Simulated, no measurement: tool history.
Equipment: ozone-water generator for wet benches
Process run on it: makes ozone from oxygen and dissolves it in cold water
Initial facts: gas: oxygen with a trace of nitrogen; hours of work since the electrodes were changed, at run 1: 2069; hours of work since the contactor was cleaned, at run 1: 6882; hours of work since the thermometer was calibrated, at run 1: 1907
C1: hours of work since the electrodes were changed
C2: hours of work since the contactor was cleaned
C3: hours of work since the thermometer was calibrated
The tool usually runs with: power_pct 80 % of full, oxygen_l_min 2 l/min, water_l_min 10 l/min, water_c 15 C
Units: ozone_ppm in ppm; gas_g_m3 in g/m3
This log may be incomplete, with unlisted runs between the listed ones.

run 1 hour=0 | power_pct=80 oxygen_l_min=2 water_l_min=10 water_c=15 | C1=2069 C2=6882 C3=1907 | ozone_ppm=17.8 gas_g_m3=270.3
run 2 hour=64.5 | power_pct=80 oxygen_l_min=2 water_l_min=10 water_c=15 | C1=2123 C2=6936 C3=1961 | ozone_ppm=17.9 gas_g_m3=273.8
run 3 hour=129.6 | power_pct=80 oxygen_l_min=2 water_l_min=10 water_c=15 | C1=2177 C2=6990 C3=2015 | ozone_ppm=17.7 gas_g_m3=272.2
run 4 hour=187.7 | power_pct=80 oxygen_l_min=2 water_l_min=6 water_c=15 | C1=2225 C2=7038 C3=2063 | ozone_ppm=28.7 gas_g_m3=269.6
run 5 hour=244.2 | power_pct=80 oxygen_l_min=2 water_l_min=10 water_c=8 | C1=2271 C2=7085 C3=2110 | ozone_ppm=18.9 gas_g_m3=270.8
run 6 hour=314.3 | power_pct=80 oxygen_l_min=2 water_l_min=10 water_c=22 | C1=2329 C2=7143 C3=2167 | ozone_ppm=16.2 gas_g_m3=269.5
run 7 hour=371.8 | power_pct=80 oxygen_l_min=2 water_l_min=10 water_c=22 | C1=2377 C2=7190 C3=2215 | ozone_ppm=16.1 gas_g_m3=270.5
run 8 hour=430 | power_pct=80 oxygen_l_min=2 water_l_min=10 water_c=15 | C1=2425 C2=7238 C3=2263 | ozone_ppm=17.5 gas_g_m3=270.9
run 9 hour=497 | power_pct=80 oxygen_l_min=2 water_l_min=10 water_c=15 | C1=2481 C2=7294 C3=2319 | ozone_ppm=17.6 gas_g_m3=268.1
run 10 hour=543.3 | power_pct=80 oxygen_l_min=2 water_l_min=10 water_c=15 | C1=2519 C2=7332 C3=2357 | ozone_ppm=17.6 gas_g_m3=268.5
run 11 hour=607.1 | power_pct=80 oxygen_l_min=2 water_l_min=10 water_c=15 | C1=2572 C2=7385 C3=2410 | ozone_ppm=17.3 gas_g_m3=268.8
run 12 hour=639.4 | power_pct=80 oxygen_l_min=2 water_l_min=10 water_c=15 | C1=2599 C2=7412 C3=2437 | ozone_ppm=17.7 gas_g_m3=270.5
run 13 hour=674.6 | power_pct=80 oxygen_l_min=2 water_l_min=10 water_c=15 | C1=2628 C2=7441 C3=2466 | ozone_ppm=17.6 gas_g_m3=268.2
run 14 hour=708.9 | power_pct=81 oxygen_l_min=2 water_l_min=10 water_c=15 | C1=2656 C2=7469 C3=2494 | ozone_ppm=17.2 gas_g_m3=267.2
run 15 hour=785.3 | power_pct=80 oxygen_l_min=2 water_l_min=10 water_c=17 | C1=2719 C2=7533 C3=2557 | ozone_ppm=17 gas_g_m3=269.8
run 16 hour=836.3 | power_pct=80 oxygen_l_min=2 water_l_min=10 water_c=17 | C1=2762 C2=7575 C3=2600 | ozone_ppm=17.3 gas_g_m3=268
run 17 hour=878.3 | power_pct=80 oxygen_l_min=2 water_l_min=10 water_c=15 | C1=2796 C2=7610 C3=2634 | ozone_ppm=17.2 gas_g_m3=265.9
run 18 hour=923 | power_pct=69 oxygen_l_min=2 water_l_min=15 water_c=19 | C1=2833 C2=7647 C3=2672 | ozone_ppm=9.9 gas_g_m3=247.2
run 19 hour=973.5 | power_pct=69 oxygen_l_min=2 water_l_min=15 water_c=19 | C1=2875 C2=7688 C3=2713 | ozone_ppm=9.9 gas_g_m3=246.8
run 20 hour=1011.2 | power_pct=65 oxygen_l_min=1.37 water_l_min=14 water_c=15 | C1=2906 C2=7720 C3=2745 | ozone_ppm=10 gas_g_m3=289.2
run 21 hour=1076.8 | power_pct=65 oxygen_l_min=1.37 water_l_min=14 water_c=15 | C1=2961 C2=7774 C3=2799 | ozone_ppm=9.5 gas_g_m3=288.8
run 22 hour=1147.4 | power_pct=80 oxygen_l_min=1.11 water_l_min=12 water_c=15 | C1=3019 C2=7832 C3=2857 | ozone_ppm=12.3 gas_g_m3=355.9
run 23 hour=1189 | power_pct=56 oxygen_l_min=2.9 water_l_min=8 water_c=7 | C1=3054 C2=7867 C3=2892 | ozone_ppm=20.5 gas_g_m3=185.4
run 24 hour=1256.1 | power_pct=56 oxygen_l_min=3.24 water_l_min=8 water_c=9 | C1=3109 C2=7922 C3=2947 | ozone_ppm=20.1 gas_g_m3=174
-- hour=1260.4 water thermometer calibrated
run 25 hour=1307.9 | power_pct=81 oxygen_l_min=1.2 water_l_min=11 water_c=15 | C1=3152 C2=7965 C3=39 | ozone_ppm=14.3 gas_g_m3=344.9
run 26 hour=1341.7 | power_pct=81 oxygen_l_min=1.2 water_l_min=7 water_c=8 | C1=3180 C2=7993 C3=67 | ozone_ppm=24.5 gas_g_m3=346.8
run 27 hour=1385.7 | power_pct=81 oxygen_l_min=1.2 water_l_min=7 water_c=8 | C1=3216 C2=8029 C3=104 | ozone_ppm=24.9 gas_g_m3=345.4
run 28 hour=1437.2 | power_pct=90 oxygen_l_min=2.74 water_l_min=10 water_c=16 | C1=3259 C2=8072 C3=146 | ozone_ppm=18.2 gas_g_m3=240.6
run 29 hour=1495.3 | power_pct=90 oxygen_l_min=2.74 water_l_min=10 water_c=16 | C1=3307 C2=8120 C3=195 | ozone_ppm=18.6 gas_g_m3=238.5
run 30 hour=1567 | power_pct=82 oxygen_l_min=2.74 water_l_min=10 water_c=21 | C1=3366 C2=8179 C3=254 | ozone_ppm=16 gas_g_m3=229.3
run 31 hour=1620 | power_pct=80 oxygen_l_min=1.55 water_l_min=15 water_c=15 | C1=3410 C2=8223 C3=298 | ozone_ppm=10.1 gas_g_m3=298.8
run 32 hour=1665.4 | power_pct=80 oxygen_l_min=2 water_l_min=10 water_c=8 | C1=3448 C2=8261 C3=335 | ozone_ppm=18.1 gas_g_m3=261.7
-- hour=1718.9 water thermometer calibrated, once more
run 33 hour=1718.9 | power_pct=64 oxygen_l_min=2.55 water_l_min=10 water_c=8 | C1=3492 C2=8305 C3=0 | ozone_ppm=17 gas_g_m3=208.2
run 34 hour=1781.5 | power_pct=64 oxygen_l_min=2.38 water_l_min=10 water_c=8 | C1=3543 C2=8357 C3=52 | ozone_ppm=16.6 gas_g_m3=216.5

Hidden condition of the tool, last listed run before each entry between runs versus first listed run after:
Runs 24 to 25: water thermometer calibrated (hour 1260.4)
  yield of the discharge, % of new electrodes': 94.5 -> 94.4; contactor's efficiency, % of a clean one's: 85.3 -> 85.2; true water temperature over the reading, C: 0.11 -> 0.19
  difference, measured minus the result without the unlogged condition, ozone_ppm: -3.3 -> -2.6 ppm; gas_g_m3: -8.8 -> -21.9 g/m3
Runs 32 to 33: water thermometer calibrated, once more (hour 1718.9)
  yield of the discharge, % of new electrodes': 93.9 -> 93.8; contactor's efficiency, % of a clean one's: 84.7 -> 84.6; true water temperature over the reading, C: 0.2 -> 0.06
  difference, measured minus the result without the unlogged condition, ozone_ppm: -3.6 -> -3.3 ppm; gas_g_m3: -18.4 -> -13.2 g/m3
